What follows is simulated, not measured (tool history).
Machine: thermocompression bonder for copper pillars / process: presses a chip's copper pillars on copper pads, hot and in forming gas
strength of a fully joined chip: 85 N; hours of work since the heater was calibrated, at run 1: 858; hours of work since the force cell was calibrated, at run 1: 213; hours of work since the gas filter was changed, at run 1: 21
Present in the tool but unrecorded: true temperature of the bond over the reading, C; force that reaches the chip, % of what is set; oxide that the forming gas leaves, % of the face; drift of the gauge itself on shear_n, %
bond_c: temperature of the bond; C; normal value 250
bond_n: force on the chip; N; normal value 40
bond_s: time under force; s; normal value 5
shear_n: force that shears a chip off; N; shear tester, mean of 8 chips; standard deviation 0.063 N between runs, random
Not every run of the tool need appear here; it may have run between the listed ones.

run	hour	bond_c	bond_n	bond_s	hours of work since the heater was calibrated	hours of work since the force cell was calibrated	hours of work since the gas filter was changed	shear_n
1	0.0	250	40	5	858	213	21	30.55
2	54.0	250	26	5	884	239	48	21.51
3	106.1	266	40	5	910	264	73	35.81
4	140.2	266	40	5	926	281	90	35.72
5	180.3	250	40	8	946	300	109	36.72
6	215.5	250	40	8	963	318	126	36.69
# hour 221.5: heater calibrated with a thermocouple chip
7	248.1	250	40	8	13	333	141	36.43
8	303.8	231	40	8	40	360	168	29.94
9	336.1	231	40	8	56	375	184	29.94
10	383.2	236	40	5	79	398	207	26.17
# hour 404.1: forming gas filter changed
11	437.6	254	26	3	105	425	16	17.91
12	468.0	254	26	3	120	439	31	18.02
13	507.9	254	26	3	139	459	51	17.94
14	541.9	254	26	3	156	475	67	17.91
15	574.0	254	26	3	172	491	83	17.90

Results per run with the tool's hidden condition removed, run-to-run variation unchanged:
run	shear_n
1	30.46
2	21.44
3	35.69
4	35.60
5	36.58
6	36.54
7	36.43
8	29.93
9	29.93
10	26.15
11	17.85
12	17.96
13	17.87
14	17.84
15	17.82

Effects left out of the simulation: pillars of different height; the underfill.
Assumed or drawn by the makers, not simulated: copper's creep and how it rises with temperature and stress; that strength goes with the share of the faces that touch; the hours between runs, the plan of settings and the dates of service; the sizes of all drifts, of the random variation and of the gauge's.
